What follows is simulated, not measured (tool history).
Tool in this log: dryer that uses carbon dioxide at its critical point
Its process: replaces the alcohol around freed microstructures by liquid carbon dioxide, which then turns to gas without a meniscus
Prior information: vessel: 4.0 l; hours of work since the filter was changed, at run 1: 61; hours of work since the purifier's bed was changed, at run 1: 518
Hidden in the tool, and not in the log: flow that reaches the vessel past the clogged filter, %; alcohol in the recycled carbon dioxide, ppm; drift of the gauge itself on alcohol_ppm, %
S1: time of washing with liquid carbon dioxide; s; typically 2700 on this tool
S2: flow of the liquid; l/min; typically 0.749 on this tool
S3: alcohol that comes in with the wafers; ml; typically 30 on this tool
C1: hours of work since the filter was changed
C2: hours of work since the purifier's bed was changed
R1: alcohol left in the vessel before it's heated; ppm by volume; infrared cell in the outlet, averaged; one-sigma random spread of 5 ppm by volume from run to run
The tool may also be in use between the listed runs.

run,hour,S1,S2,S3,C1,C2,R1
1,0,2700,0.749,30,61,518,113
2,11.7,2700,0.749,30,70,527,122
3,28,2700,0.749,30,82,539,127
4,52.5,2700,0.749,30,101,558,123
5,66.8,2700,0.749,54,112,569,149
6,85,2700,0.749,54,126,583,152
7,110,2700,0.749,54,145,602,159
8,128.9,2700,0.749,54,159,616,162
9,156.3,2700,0.749,54,180,637,174
10,174.5,2700,0.749,54,194,651,177
# hour 182: inlet filter changed
11,199.8,2700,0.749,54,14,670,148
12,214.3,2700,0.749,54,25,681,153
13,236.6,2700,0.749,54,42,698,146
14,258.5,2700,0.749,54,58,714,168
15,284.2,2700,0.749,54,78,734,175
16,306.7,2700,0.749,30,95,751,163
17,327.2,2700,0.749,30,111,767,155
18,340.8,2220,0.749,30,121,777,207
19,356.8,1860,1.098,42,133,789,181
20,375.9,3120,0.847,42,148,804,153
21,401.4,3120,0.505,27,167,823,244
22,423.7,2100,0.611,104,184,840,986
# hour 443.6: inlet filter changed
23,443.9,1860,0.604,43,0,855,480
24,470.6,1740,1.249,43,21,875,164
25,495.3,3720,0.749,115,39,894,169
26,517.5,3720,0.749,115,56,911,168
27,544.7,2580,0.917,115,77,932,196
28,568.2,2580,0.917,115,95,950,201
29,586,4140,1.007,35,109,963,173
30,604.2,4140,1.007,35,123,977,183
31,624.2,3660,0.572,36,138,992,204
32,647.6,2640,0.539,120,156,1010,783
33,664.1,2640,0.539,120,168,1023,825
34,685.4,2640,0.539,120,184,1039,875
# hour 706: inlet filter changed
35,710.5,2340,0.673,113,3,1057,405
36,722.4,2340,0.673,113,12,1067,402

Here are 3 independent what-if runs from the current tool condition. What would each one return?
A,739.7,2340,0.673,116,26,1080,?
B,739.7,2340,0.673,32,26,1080,?
C,739.7,2700,0.749,21,26,1080,?

run,R1
A,432
B,261
C,199
What these runs would have given with no unlogged condition in the tool:
run,R1
A,215
B,66
C,11

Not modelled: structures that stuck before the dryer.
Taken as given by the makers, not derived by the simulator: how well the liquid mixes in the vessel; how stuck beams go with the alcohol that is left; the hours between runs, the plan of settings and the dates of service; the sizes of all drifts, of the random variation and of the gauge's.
